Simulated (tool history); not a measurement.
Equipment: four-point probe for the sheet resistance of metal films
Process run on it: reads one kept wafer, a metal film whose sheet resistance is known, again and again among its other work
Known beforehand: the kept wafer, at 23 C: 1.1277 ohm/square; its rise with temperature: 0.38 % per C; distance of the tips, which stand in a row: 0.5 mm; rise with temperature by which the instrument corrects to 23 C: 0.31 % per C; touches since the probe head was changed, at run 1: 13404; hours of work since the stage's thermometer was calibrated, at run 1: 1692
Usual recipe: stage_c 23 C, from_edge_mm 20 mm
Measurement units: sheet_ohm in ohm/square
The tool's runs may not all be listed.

run,day,stage_c,from_edge_mm,touches since the probe head was changed,hours of work since the stage's thermometer was calibrated,sheet_ohm
1,0.000,23,20,13404,1692,1.128127
2,0.658,23,20,13797,1699,1.128019
3,1.000,23,18,13999,1703,1.128002
4,1.396,23,29,14235,1707,1.128005
5,1.988,23,29,14588,1713,1.127811
6,2.588,23,29,14945,1720,1.127736
7,2.912,29,29,15137,1724,1.132716
8,3.217,34,20,15319,1727,1.136065
9,3.588,34,20,15540,1731,1.136769
10,4.192,22,20,15900,1738,1.127548
11,4.817,22,20,16271,1745,1.127454
12,5.108,22,20,16445,1748,1.127009
13,5.604,30,70,16741,1753,1.132654
14,6.054,33,70,17010,1758,1.135612
15,6.617,28,7,17343,1764,1.135011
16,7.250,31,17,17721,1771,1.134565
17,7.700,31,17,17988,1776,1.134379
18,8.071,31,17,18210,1780,1.134705
19,8.575,24,4,18510,1786,1.137820
20,8.917,26,21,18712,1790,1.130752
21,9.283,20,22,18931,1794,1.125927
22,9.929,20,22,19316,1801,1.125783
23,10.304,19,19,19539,1805,1.125197

Predict each of these 3 candidate next runs independently; none follows another, all start after run 23:
A,10.838,23,48,19858,1811,?
B,10.838,26,68,19858,1811,?
C,10.838,18,19,19858,1811,?

run,sheet_ohm
A,1.127506
B,1.130354
C,1.123905
With the hidden condition removed and each run's random variation left untouched, the same runs would have given:
run,sheet_ohm
A,1.127480
B,1.130327
C,1.123878

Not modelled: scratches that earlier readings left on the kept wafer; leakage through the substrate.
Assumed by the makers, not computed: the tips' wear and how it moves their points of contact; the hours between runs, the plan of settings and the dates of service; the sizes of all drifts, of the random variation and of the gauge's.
